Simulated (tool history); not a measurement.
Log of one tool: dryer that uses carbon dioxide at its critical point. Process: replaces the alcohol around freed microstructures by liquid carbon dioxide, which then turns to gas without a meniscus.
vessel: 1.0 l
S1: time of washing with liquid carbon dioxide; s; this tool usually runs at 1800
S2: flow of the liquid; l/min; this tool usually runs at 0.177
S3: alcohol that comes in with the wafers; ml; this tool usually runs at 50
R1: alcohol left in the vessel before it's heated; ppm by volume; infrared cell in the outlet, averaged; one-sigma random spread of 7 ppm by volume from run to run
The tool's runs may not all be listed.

run,day,S1,S2,S3,R1
1,0.000,1800,0.177,50,598
2,0.854,1800,0.177,50,607
3,2.017,1800,0.177,50,637
# day 2.238: inlet filter changed
4,3.012,1800,0.177,66,478
5,3.846,1800,0.177,50,374
6,4.862,1800,0.177,50,399
7,6.008,1800,0.177,50,427
8,6.671,1800,0.177,50,436
9,7.758,1800,0.177,50,454
10,8.738,1800,0.177,50,485
11,9.446,1800,0.177,50,498
12,10.400,1800,0.177,50,534
13,11.200,1800,0.177,28,326
14,12.150,1800,0.177,28,340
15,12.933,1620,0.209,50,451
16,13.562,1140,0.300,103,898
17,14.304,2100,0.177,50,328
18,15.583,2100,0.137,50,948
19,16.908,2100,0.137,50,1003
20,18.208,2100,0.137,50,1032
21,19.054,1440,0.256,33,317
# day 19.579: inlet filter changed
22,20.300,1440,0.256,33,228
23,21.567,1440,0.131,87,4742
24,22.279,1440,0.131,87,4803
25,23.358,1800,0.164,50,695
26,24.392,1140,0.215,65,1818
27,25.183,1680,0.177,50,738

Below are 3 alternative next runs, each starting from the tool's condition after run 27. Predict each:
A,25.762,1680,0.222,50,?
B,25.762,1260,0.178,108,?
C,25.762,1800,0.177,32,?

run,R1
A,335
B,4033
C,414
What these runs would have given with no unlogged condition in the tool:
run,R1
A,142
B,3191
C,211
